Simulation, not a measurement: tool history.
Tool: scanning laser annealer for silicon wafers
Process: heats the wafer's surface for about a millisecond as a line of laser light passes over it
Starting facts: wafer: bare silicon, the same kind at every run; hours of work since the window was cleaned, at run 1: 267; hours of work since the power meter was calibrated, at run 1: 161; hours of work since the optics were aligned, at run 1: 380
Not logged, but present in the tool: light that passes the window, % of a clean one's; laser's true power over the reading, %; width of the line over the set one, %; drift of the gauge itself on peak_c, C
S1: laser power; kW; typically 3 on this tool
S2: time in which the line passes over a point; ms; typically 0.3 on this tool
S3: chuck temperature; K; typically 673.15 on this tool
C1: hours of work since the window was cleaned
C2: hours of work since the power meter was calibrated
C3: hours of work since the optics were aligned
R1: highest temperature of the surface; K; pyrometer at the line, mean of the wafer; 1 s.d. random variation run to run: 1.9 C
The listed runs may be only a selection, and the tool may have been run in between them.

run,day,S1,S2,S3,C1,C2,C3,R1
1,0,3,0.3,673.15,267,161,380,1391.15
2,0.592,3,0.314,673.15,273,167,386,1411.15
3,1.092,3,0.3,673.15,278,172,391,1388.15
4,1.929,3,0.3,673.15,287,181,399,1387.15
5,3.075,3,0.3,669.15,298,192,411,1383.15
6,3.708,3,0.323,669.15,305,199,417,1419.15
7,4.867,3,0.323,669.15,317,210,429,1415.15
8,5.592,3,0.3,673.15,324,218,436,1388.15
9,6.754,3,0.3,673.15,336,229,448,1388.15
10,7.325,3.148,0.282,703.15,341,235,454,1430.15
11,8.342,3.148,0.282,703.15,352,245,464,1426.15
12,9.533,3.148,0.282,703.15,364,257,476,1428.15
13,10.538,2.846,0.249,693.15,374,268,486,1299.15

Expected results for the next run?
14,11.079,2.739,0.297,698.15,379,273,492,?

R1: 1347.15 K
Were there no unlogged condition in the tool, this run, its random variation unchanged, would have produced R1 1348.15 K.

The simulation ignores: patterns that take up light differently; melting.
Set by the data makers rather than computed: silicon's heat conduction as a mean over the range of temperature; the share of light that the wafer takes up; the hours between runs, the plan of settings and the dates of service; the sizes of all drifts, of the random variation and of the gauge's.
